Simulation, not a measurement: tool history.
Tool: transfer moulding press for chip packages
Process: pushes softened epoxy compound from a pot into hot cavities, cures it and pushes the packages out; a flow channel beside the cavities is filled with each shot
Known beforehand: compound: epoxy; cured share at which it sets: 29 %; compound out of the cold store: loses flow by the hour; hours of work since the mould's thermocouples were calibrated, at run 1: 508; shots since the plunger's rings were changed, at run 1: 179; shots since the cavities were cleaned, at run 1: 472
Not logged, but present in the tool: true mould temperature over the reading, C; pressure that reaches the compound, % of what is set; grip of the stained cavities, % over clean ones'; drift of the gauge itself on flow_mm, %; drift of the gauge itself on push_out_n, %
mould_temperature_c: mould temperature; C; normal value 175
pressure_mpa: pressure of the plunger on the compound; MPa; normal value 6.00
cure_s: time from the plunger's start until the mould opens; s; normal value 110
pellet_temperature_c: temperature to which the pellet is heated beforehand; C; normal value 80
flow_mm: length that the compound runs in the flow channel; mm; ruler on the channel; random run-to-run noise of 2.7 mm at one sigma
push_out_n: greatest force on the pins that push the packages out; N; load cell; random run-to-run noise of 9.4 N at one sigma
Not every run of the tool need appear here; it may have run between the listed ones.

run	day	mould_temperature_c	pressure_mpa	cure_s	pellet_temperature_c	hours of work since the mould's thermocouples were calibrated	shots since the plunger's rings were changed	shots since the cavities were cleaned	incoming compound's hours out of the cold store	flow_mm	push_out_n
1	0.000	175	6.00	110	80	508	179	472	36.1	561	598
# day 0.638: cavities cleaned with cleaning compound and waxed
2	2.412	175	6.00	110	80	544	770	447	19.3	610	741
# day 3.212: mould's thermocouples calibrated
# day 3.275: cavities cleaned with cleaning compound and waxed
3	3.712	175	6.00	110	80	7	1060	111	14.7	627	508
4	4.808	175	6.00	110	80	23	1336	387	10.4	641	626
# day 5.667: cavities cleaned with cleaning compound and waxed
5	6.296	175	6.00	110	70	45	1693	158	30.2	560	510
6	7.821	175	6.00	110	89	68	2077	542	9.0	642	608
# day 8.088: cavities cleaned with cleaning compound and waxed
7	9.504	175	6.00	110	89	93	2484	355	30.9	557	543
# day 10.262: plunger's sealing rings changed
# day 10.658: cavities cleaned with cleaning compound and waxed
8	11.442	182	6.00	110	80	120	281	197	31.1	556	396
9	12.729	182	6.00	110	80	140	605	521	11.8	634	455
# day 13.188: cavities cleaned with cleaning compound and waxed
# day 14.162: cavities cleaned with cleaning compound and waxed, once more
10	14.758	182	6.00	110	80	169	1083	150	24.7	575	366
# day 16.554: cavities cleaned with cleaning compound and waxed
11	17.104	182	6.00	110	80	203	1657	138	44.9	506	367
12	18.688	182	6.00	110	80	228	2056	537	9.9	626	447
# day 18.967: cavities cleaned with cleaning compound and waxed
13	20.733	175	6.00	110	80	258	2554	443	17.4	613	581
# day 21.046: plunger's sealing rings changed
# day 21.608: cavities cleaned with cleaning compound and waxed
14	22.683	175	6.00	110	80	285	396	270	15.4	635	570
# day 24.054: cavities cleaned with cleaning compound and waxed
15	24.367	175	6.00	110	80	310	804	79	40.9	538	464
16	26.329	175	6.00	144	89	340	1297	572	40.8	532	447
# day 26.600: cavities cleaned with cleaning compound and waxed
17	27.988	175	6.00	144	89	364	1699	349	34.2	553	406
# day 29.133: cavities cleaned with cleaning compound and waxed
18	30.558	175	6.00	103	89	402	2329	359	22.2	588	677
# day 31.671: cavities cleaned with cleaning compound and waxed
# day 31.892: plunger's sealing rings changed
19	32.492	168	6.00	124	80	429	150	179	11.2	672	781
# day 34.238: cavities cleaned with cleaning compound and waxed
20	34.275	175	4.81	110	80	455	583	10	13.0	575	458
21	35.838	176	6.14	96	87	479	975	402	33.0	568	726
# day 36.708: cavities cleaned with cleaning compound and waxed
22	37.033	176	6.14	96	87	496	1261	82	20.3	613	623
23	38.354	168	6.00	110	77	517	1593	414	23.8	612	1067
# day 39.217: cavities cleaned with cleaning compound and waxed
24	39.725	168	6.00	110	77	537	1922	128	18.1	635	935
# day 40.979: mould's thermocouples calibrated
25	41.225	168	6.00	110	77	4	2278	484	30.0	587	996
# day 41.721: cavities cleaned with cleaning compound and waxed
# day 42.742: plunger's sealing rings changed
26	43.204	175	6.00	122	70	31	118	348	34.3	566	494

Entry by entry between the runs, the difference in hidden state between the last listed run before and the first listed run after:
In the gap between runs 1 and 2: cavities cleaned with cleaning compound and waxed (day 0.638)
  true mould temperature over the reading, C: -0.84 -> -0.9; pressure that reaches the compound, % of what is set: 99.06 -> 97.91; grip of the stained cavities, % over clean ones': 36.8 -> 61.2
  what was measured, less what the result would be without the hidden state, flow_mm: -1 -> -4 mm; push_out_n: +185 -> +311 N
In the gap between runs 2 and 3: mould's thermocouples calibrated (day 3.212); cavities cleaned with cleaning compound and waxed (day 3.275)
  true mould temperature over the reading, C: -0.9 -> 0.23; pressure that reaches the compound, % of what is set: 97.91 -> 97.26; grip of the stained cavities, % over clean ones': 61.2 -> 14.5
  what was measured, less what the result would be without the hidden state, flow_mm: -4 -> -10 mm; push_out_n: +311 -> +56 N
In the gap between runs 4 and 5: cavities cleaned with cleaning compound and waxed (day 5.667)
  true mould temperature over the reading, C: 0.2 -> 0.16; pressure that reaches the compound, % of what is set: 96.72 -> 95.92; grip of the stained cavities, % over clean ones': 35.5 -> 17.9
  what was measured, less what the result would be without the hidden state, flow_mm: -11 -> -13 mm; push_out_n: +157 -> +73 N
In the gap between runs 6 and 7: cavities cleaned with cleaning compound and waxed (day 8.088)
  true mould temperature over the reading, C: 0.13 -> 0.09; pressure that reaches the compound, % of what is set: 95.05 -> 94.18; grip of the stained cavities, % over clean ones': 42.1 -> 30.5
  what was measured, less what the result would be without the hidden state, flow_mm: -17 -> -17 mm; push_out_n: +176 -> +125 N
In the gap between runs 7 and 8: plunger's sealing rings changed (day 10.262); cavities cleaned with cleaning compound and waxed (day 10.658)
  true mould temperature over the reading, C: 0.09 -> 0.04; pressure that reaches the compound, % of what is set: 94.18 -> 99.25; grip of the stained cavities, % over clean ones': 30.5 -> 22.6
  what was measured, less what the result would be without the hidden state, flow_mm: -17 -> -2 mm; push_out_n: +125 -> +73 N
In the gap between runs 9 and 10: cavities cleaned with cleaning compound and waxed (day 13.188); cavities cleaned with cleaning compound and waxed, once more (day 14.162)
  true mould temperature over the reading, C: 0.01 -> -0.04; pressure that reaches the compound, % of what is set: 98.52 -> 97.44; grip of the stained cavities, % over clean ones': 42.4 -> 16.9
  what was measured, less what the result would be without the hidden state, flow_mm: -4 -> -8 mm; push_out_n: +137 -> +54 N
In the gap between runs 10 and 11: cavities cleaned with cleaning compound and waxed (day 16.554)
  true mould temperature over the reading, C: -0.04 -> -0.1; pressure that reaches the compound, % of what is set: 97.44 -> 96.26; grip of the stained cavities, % over clean ones': 16.9 -> 17
  what was measured, less what the result would be without the hidden state, flow_mm: -8 -> -9 mm; push_out_n: +54 -> +55 N
In the gap between runs 12 and 13: cavities cleaned with cleaning compound and waxed (day 18.967)
  true mould temperature over the reading, C: -0.14 -> -0.19; pressure that reaches the compound, % of what is set: 95.43 -> 94.27; grip of the stained cavities, % over clean ones': 41.9 -> 36.5
  what was measured, less what the result would be without the hidden state, flow_mm: -15 -> -18 mm; push_out_n: +135 -> +162 N
In the gap between runs 13 and 14: plunger's sealing rings changed (day 21.046); cavities cleaned with cleaning compound and waxed (day 21.608)
  true mould temperature over the reading, C: -0.19 -> -0.23; pressure that reaches the compound, % of what is set: 94.27 -> 98.77; grip of the stained cavities, % over clean ones': 36.5 -> 26.7
  what was measured, less what the result would be without the hidden state, flow_mm: -18 -> -3 mm; push_out_n: +162 -> +126 N
In the gap between runs 14 and 15: cavities cleaned with cleaning compound and waxed (day 24.054)
  true mould temperature over the reading, C: -0.23 -> -0.27; pressure that reaches the compound, % of what is set: 98.77 -> 97.88; grip of the stained cavities, % over clean ones': 26.7 -> 11.7
  what was measured, less what the result would be without the hidden state, flow_mm: -3 -> -5 mm; push_out_n: +126 -> +56 N
In the gap between runs 16 and 17: cavities cleaned with cleaning compound and waxed (day 26.600)
  true mould temperature over the reading, C: -0.32 -> -0.36; pressure that reaches the compound, % of what is set: 96.87 -> 95.9; grip of the stained cavities, % over clean ones': 43.9 -> 32.2
  what was measured, less what the result would be without the hidden state, flow_mm: -8 -> -11 mm; push_out_n: +137 -> +101 N
In the gap between runs 17 and 18: cavities cleaned with cleaning compound and waxed (day 29.133)
  true mould temperature over the reading, C: -0.36 -> -0.42; pressure that reaches the compound, % of what is set: 95.9 -> 94.55; grip of the stained cavities, % over clean ones': 32.2 -> 34.6
  what was measured, less what the result would be without the hidden state, flow_mm: -11 -> -16 mm; push_out_n: +101 -> +190 N
In the gap between runs 18 and 19: cavities cleaned with cleaning compound and waxed (day 31.671); plunger's sealing rings changed (day 31.892)
  true mould temperature over the reading, C: -0.42 -> -0.47; pressure that reaches the compound, % of what is set: 94.55 -> 99.35; grip of the stained cavities, % over clean ones': 34.6 -> 18.8
  what was measured, less what the result would be without the hidden state, flow_mm: -16 -> -1 mm; push_out_n: +190 -> +150 N
In the gap between runs 19 and 20: cavities cleaned with cleaning compound and waxed (day 34.238)
  true mould temperature over the reading, C: -0.47 -> -0.51; pressure that reaches the compound, % of what is set: 99.35 -> 98.24; grip of the stained cavities, % over clean ones': 18.8 -> 1.4
  what was measured, less what the result would be without the hidden state, flow_mm: -1 -> -4 mm; push_out_n: +150 -> +23 N
In the gap between runs 21 and 22: cavities cleaned with cleaning compound and waxed (day 36.708)
  true mould temperature over the reading, C: -0.55 -> -0.58; pressure that reaches the compound, % of what is set: 97.41 -> 96.78; grip of the stained cavities, % over clean ones': 33.8 -> 8.6
  what was measured, less what the result would be without the hidden state, flow_mm: -7 -> -9 mm; push_out_n: +205 -> +75 N
In the gap between runs 23 and 24: cavities cleaned with cleaning compound and waxed (day 39.217)
  true mould temperature over the reading, C: -0.61 -> -0.64; pressure that reaches the compound, % of what is set: 96.07 -> 95.36; grip of the stained cavities, % over clean ones': 33.1 -> 17.1
  what was measured, less what the result would be without the hidden state, flow_mm: -10 -> -13 mm; push_out_n: +302 -> +175 N
In the gap between runs 24 and 25: mould's thermocouples calibrated (day 40.979)
  true mould temperature over the reading, C: -0.64 -> -0.14; pressure that reaches the compound, % of what is set: 95.36 -> 94.56; grip of the stained cavities, % over clean ones': 17.1 -> 40.7
  what was measured, less what the result would be without the hidden state, flow_mm: -13 -> -16 mm; push_out_n: +175 -> +298 N
In the gap between runs 25 and 26: cavities cleaned with cleaning compound and waxed (day 41.721); plunger's sealing rings changed (day 42.742)
  true mould temperature over the reading, C: -0.14 -> -0.18; pressure that reaches the compound, % of what is set: 94.56 -> 99.68; grip of the stained cavities, % over clean ones': 40.7 -> 31.4
  what was measured, less what the result would be without the hidden state, flow_mm: -16 -> -1 mm; push_out_n: +298 -> +120 N
